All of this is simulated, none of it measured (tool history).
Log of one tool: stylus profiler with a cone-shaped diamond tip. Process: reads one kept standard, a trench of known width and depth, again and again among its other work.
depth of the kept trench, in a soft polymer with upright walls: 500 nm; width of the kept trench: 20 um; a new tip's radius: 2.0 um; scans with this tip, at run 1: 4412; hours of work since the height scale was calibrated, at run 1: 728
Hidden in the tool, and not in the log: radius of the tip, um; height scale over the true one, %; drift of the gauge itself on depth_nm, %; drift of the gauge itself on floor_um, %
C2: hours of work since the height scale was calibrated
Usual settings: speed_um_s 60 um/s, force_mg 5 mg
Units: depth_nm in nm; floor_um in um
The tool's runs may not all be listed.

Run 1, hour 0: usual settings; scans with this tip 4412; C2 728. Result: depth_nm 506.9 nm, floor_um 16.99 um.
Run 2, hour 19.2: usual settings; scans with this tip 4503; C2 744. Result: depth_nm 507.16 nm, floor_um 16.98 um.
Run 3, hour 44.3: usual settings; scans with this tip 4624; C2 763. Result: depth_nm 507.06 nm, floor_um 17 um.
Run 4, hour 75.9: usual settings; scans with this tip 4775; C2 788. Result: depth_nm 507 nm, floor_um 16.97 um.
Run 5, hour 108.6: usual settings; scans with this tip 4931; C2 814. Result: depth_nm 507.31 nm, floor_um 16.97 um.
Run 6, hour 142: usual settings but force_mg 14.74 mg; scans with this tip 5091; C2 840. Result: depth_nm 513.43 nm, floor_um 17.03 um.
Run 7, hour 160.5: usual settings but force_mg 2.47 mg; scans with this tip 5179; C2 855. Result: depth_nm 505.17 nm, floor_um 16.89 um.
Run 8, hour 182.8: usual settings but force_mg 2.47 mg; scans with this tip 5286; C2 873. Result: depth_nm 505.02 nm, floor_um 16.9 um.
Run 9, hour 208.2: usual settings; scans with this tip 5407; C2 893. Result: depth_nm 507.37 nm, floor_um 16.94 um.
At hour 210.7: height scale calibrated on a step standard.
Run 10, hour 233.1: usual settings; scans with this tip 5524; C2 18. Result: depth_nm 508.08 nm, floor_um 16.94 um.
Run 11, hour 248: usual settings but speed_um_s 87 um/s; scans with this tip 5595; C2 29. Result: depth_nm 508.41 nm, floor_um 16.85 um.
Run 12, hour 263.7: usual settings but speed_um_s 87 um/s; scans with this tip 5671; C2 42. Result: depth_nm 508.05 nm, floor_um 16.79 um.
Run 13, hour 279.3: usual settings but speed_um_s 87 um/s; scans with this tip 5745; C2 54. Result: depth_nm 508.25 nm, floor_um 16.85 um.
Run 14, hour 302.6: usual settings but speed_um_s 46 um/s, force_mg 2.01 mg; scans with this tip 5856; C2 73. Result: depth_nm 505.46 nm, floor_um 16.9 um.
Run 15, hour 322.3: usual settings but speed_um_s 46 um/s, force_mg 2.01 mg; scans with this tip 5950; C2 88. Result: depth_nm 505.65 nm, floor_um 16.87 um.
Run 16, hour 345.8: usual settings but speed_um_s 24 um/s, force_mg 2.46 mg; scans with this tip 6063; C2 107. Result: depth_nm 505.92 nm, floor_um 16.93 um.
Run 17, hour 376.8: usual settings but speed_um_s 24 um/s, force_mg 2.46 mg; scans with this tip 6211; C2 131. Result: depth_nm 506.33 nm, floor_um 16.93 um.
At hour 392.2: height scale calibrated on a step standard, once more.
Run 18, hour 392.3: usual settings but force_mg 2.25 mg; scans with this tip 6283; C2 0. Result: depth_nm 503.58 nm, floor_um 16.77 um.
Run 19, hour 420.2: usual settings but speed_um_s 61 um/s, force_mg 5.3 mg; scans with this tip 6417; C2 22. Result: depth_nm 506.39 nm, floor_um 16.85 um.
Run 20, hour 452.3: usual settings but speed_um_s 111 um/s, force_mg 2.68 mg; scans with this tip 6570; C2 47. Result: depth_nm 504.16 nm, floor_um 16.62 um.
Run 21, hour 473.4: usual settings but speed_um_s 141 um/s, force_mg 4.4 mg; scans with this tip 6671; C2 64. Result: depth_nm 505.84 nm, floor_um 16.61 um.
Run 22, hour 492.7: usual settings but speed_um_s 141 um/s, force_mg 4.4 mg; scans with this tip 6763; C2 79. Result: depth_nm 505.63 nm, floor_um 16.6 um.
Run 23, hour 508.3: usual settings but speed_um_s 112 um/s, force_mg 1.85 mg; scans with this tip 6838; C2 92. Result: depth_nm 503.07 nm, floor_um 16.5 um.

4 ways to go on from here, each from the tool as it stands after run 23. What would each give?
Run A, hour 527.3: usual settings but speed_um_s 112 um/s, force_mg 11.97 mg; scans with this tip 6929; C2 107. Result: depth_nm ?, floor_um ?.
Run B, hour 527.3: usual settings but speed_um_s 66 um/s, force_mg 6.22 mg; scans with this tip 6929; C2 107. Result: depth_nm ?, floor_um ?.
Run C, hour 527.3: usual settings but speed_um_s 187 um/s, force_mg 5.74 mg; scans with this tip 6929; C2 107. Result: depth_nm ?, floor_um ?.
Run D, hour 527.3: usual settings but force_mg 2.63 mg; scans with this tip 6929; C2 107. Result: depth_nm ?, floor_um ?.

run  depth_nm  floor_um
  A     511.1     16.76
  B    507.05     16.86
  C       507     16.58
  D     503.9     16.76
Without the tool's hidden state the same runs would have given:
run  depth_nm  floor_um
  A    510.89     17.11
  B    506.83     17.21
  C    506.79     16.93
  D    503.69     17.11
